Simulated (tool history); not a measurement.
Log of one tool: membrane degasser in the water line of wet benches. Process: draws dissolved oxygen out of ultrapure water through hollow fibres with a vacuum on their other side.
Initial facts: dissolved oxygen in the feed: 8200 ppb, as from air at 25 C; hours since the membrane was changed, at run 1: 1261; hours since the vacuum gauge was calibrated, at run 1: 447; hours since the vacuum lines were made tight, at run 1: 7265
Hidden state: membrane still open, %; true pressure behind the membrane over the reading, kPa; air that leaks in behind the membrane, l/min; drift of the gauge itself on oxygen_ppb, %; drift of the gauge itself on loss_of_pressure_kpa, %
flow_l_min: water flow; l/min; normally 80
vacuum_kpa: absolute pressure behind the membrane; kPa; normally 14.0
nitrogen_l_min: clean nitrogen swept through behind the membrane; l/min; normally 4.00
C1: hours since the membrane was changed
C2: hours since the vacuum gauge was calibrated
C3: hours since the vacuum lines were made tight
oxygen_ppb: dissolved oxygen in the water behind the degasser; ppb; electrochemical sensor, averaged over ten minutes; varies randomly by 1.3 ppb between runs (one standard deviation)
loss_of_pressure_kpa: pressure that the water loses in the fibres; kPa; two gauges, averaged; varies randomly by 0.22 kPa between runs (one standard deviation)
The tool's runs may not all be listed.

Run 1, hour 0.0: usual settings; C1 1261; C2 447; C3 7265. Result: oxygen_ppb 469.7 ppb, loss_of_pressure_kpa 52.31 kPa.
Run 2, hour 135.9: usual settings; C1 1397; C2 582; C3 7401. Result: oxygen_ppb 472.6 ppb, loss_of_pressure_kpa 52.67 kPa.
Run 3, hour 277.9: usual settings; C1 1539; C2 724; C3 7543. Result: oxygen_ppb 473.0 ppb, loss_of_pressure_kpa 53.09 kPa.
Run 4, hour 415.5: usual settings; C1 1676; C2 862; C3 7680. Result: oxygen_ppb 473.0 ppb, loss_of_pressure_kpa 52.87 kPa.
Run 5, hour 576.7: usual settings but vacuum_kpa 8.9 kPa; C1 1838; C2 1023; C3 7841. Result: oxygen_ppb 263.8 ppb, loss_of_pressure_kpa 52.79 kPa.
Run 6, hour 682.8: usual settings but vacuum_kpa 8.9 kPa; C1 1944; C2 1129; C3 7948. Result: oxygen_ppb 263.2 ppb, loss_of_pressure_kpa 52.50 kPa.
Run 7, hour 780.8: usual settings but vacuum_kpa 8.9 kPa; C1 2042; C2 1227; C3 8046. Result: oxygen_ppb 263.3 ppb, loss_of_pressure_kpa 52.44 kPa.
Run 8, hour 924.1: usual settings but vacuum_kpa 8.9 kPa; C1 2185; C2 1371; C3 8189. Result: oxygen_ppb 263.6 ppb, loss_of_pressure_kpa 52.76 kPa.
Run 9, hour 991.8: usual settings; C1 2253; C2 1438; C3 8257. Result: oxygen_ppb 473.9 ppb, loss_of_pressure_kpa 52.98 kPa.
Run 10, hour 1085.2: usual settings but flow_l_min 76 l/min; C1 2346; C2 1532; C3 8350. Result: oxygen_ppb 451.5 ppb, loss_of_pressure_kpa 50.15 kPa.
Run 11, hour 1174.2: usual settings but nitrogen_l_min 8.55 l/min; C1 2435; C2 1621; C3 8439. Result: oxygen_ppb 250.3 ppb, loss_of_pressure_kpa 52.41 kPa.
Run 12, hour 1255.3: usual settings but vacuum_kpa 15.0 kPa; C1 2516; C2 1702; C3 8520. Result: oxygen_ppb 517.2 ppb, loss_of_pressure_kpa 52.37 kPa.
Run 13, hour 1409.3: usual settings; C1 2670; C2 1856; C3 8674. Result: oxygen_ppb 476.6 ppb, loss_of_pressure_kpa 52.43 kPa.
Run 14, hour 1575.1: usual settings; C1 2836; C2 2022; C3 8840. Result: oxygen_ppb 477.2 ppb, loss_of_pressure_kpa 52.88 kPa.
Run 15, hour 1684.4: usual settings; C1 2945; C2 2131; C3 8949. Result: oxygen_ppb 477.5 ppb, loss_of_pressure_kpa 52.45 kPa.
Run 16, hour 1845.8: usual settings but flow_l_min 103 l/min; C1 3107; C2 2292; C3 9110. Result: oxygen_ppb 619.4 ppb, loss_of_pressure_kpa 67.74 kPa.
Run 17, hour 1979.3: usual settings but vacuum_kpa 11.4 kPa, nitrogen_l_min 3.33 l/min; C1 3240; C2 2426; C3 9244. Result: oxygen_ppb 430.2 ppb, loss_of_pressure_kpa 53.05 kPa.
At hour 2053.2: gauge calibrated.
Run 18, hour 2055.2: usual settings but vacuum_kpa 11.4 kPa, nitrogen_l_min 3.33 l/min; C1 3316; C2 2502; C3 9320. Result: oxygen_ppb 427.2 ppb, loss_of_pressure_kpa 52.82 kPa.

For run 19, what comes out?
Run 19, hour 2202.2: usual settings but flow_l_min 118 l/min, vacuum_kpa 22.3 kPa, nitrogen_l_min 1.92 l/min; C1 3463; C2 2649; C3 9467. Result: oxygen_ppb ?, loss_of_pressure_kpa ?.

{"run 19": {"oxygen_ppb": 1825.7, "loss_of_pressure_kpa": 77.56}}
Take away the tool's hidden state, keep the run-to-run variation as it was, and the same run would have given oxygen_ppb 1823.5 ppb, loss_of_pressure_kpa 77.52 kPa.

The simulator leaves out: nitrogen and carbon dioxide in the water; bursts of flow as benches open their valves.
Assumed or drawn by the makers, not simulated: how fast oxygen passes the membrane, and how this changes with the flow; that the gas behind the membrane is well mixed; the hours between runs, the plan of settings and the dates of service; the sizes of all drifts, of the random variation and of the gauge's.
